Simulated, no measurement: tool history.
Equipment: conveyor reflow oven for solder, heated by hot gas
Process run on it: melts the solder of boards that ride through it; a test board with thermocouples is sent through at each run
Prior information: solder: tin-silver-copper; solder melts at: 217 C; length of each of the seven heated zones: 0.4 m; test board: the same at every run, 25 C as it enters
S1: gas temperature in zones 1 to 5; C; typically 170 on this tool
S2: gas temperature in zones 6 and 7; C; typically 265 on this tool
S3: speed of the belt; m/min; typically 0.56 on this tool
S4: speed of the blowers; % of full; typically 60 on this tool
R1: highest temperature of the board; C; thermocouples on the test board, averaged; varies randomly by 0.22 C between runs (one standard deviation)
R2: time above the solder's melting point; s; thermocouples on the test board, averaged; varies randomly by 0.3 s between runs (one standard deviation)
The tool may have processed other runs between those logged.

{"run": 1, "hour": 0.0, "S1": 170, "S2": 265, "S3": 0.56, "S4": 60, "R1": 254.7, "R2": 66.1}
{"hour": 9.4, "done": "flux residue cleaned out of gas plates and filters"}
{"run": 2, "hour": 24.1, "S1": 170, "S2": 265, "S3": 0.56, "S4": 60, "R1": 255.5, "R2": 68.3}
{"run": 3, "hour": 38.8, "S1": 170, "S2": 265, "S3": 0.56, "S4": 60, "R1": 255.9, "R2": 67.7}
{"run": 4, "hour": 50.5, "S1": 170, "S2": 265, "S3": 0.56, "S4": 60, "R1": 255.9, "R2": 68.1}
{"run": 5, "hour": 63.4, "S1": 170, "S2": 265, "S3": 0.56, "S4": 60, "R1": 255.9, "R2": 67.9}
{"run": 6, "hour": 73.2, "S1": 170, "S2": 265, "S3": 0.56, "S4": 60, "R1": 255.5, "R2": 68.1}
{"run": 7, "hour": 92.0, "S1": 170, "S2": 265, "S3": 0.56, "S4": 60, "R1": 255.9, "R2": 67.7}
{"run": 8, "hour": 102.2, "S1": 170, "S2": 265, "S3": 0.56, "S4": 60, "R1": 256, "R2": 67.9}

Run 9 is up next; what results do you expect?
{"run": 9, "hour": 120.8, "S1": 170, "S2": 265, "S3": 0.467, "S4": 60, "R1": "?", "R2": "?"}

{"run 9": {"R1": 259.8, "R2": 87}}
Were there no unlogged condition in the tool, this run, its random variation unchanged, would have produced R1 258.1 C, R2 85.1 s.
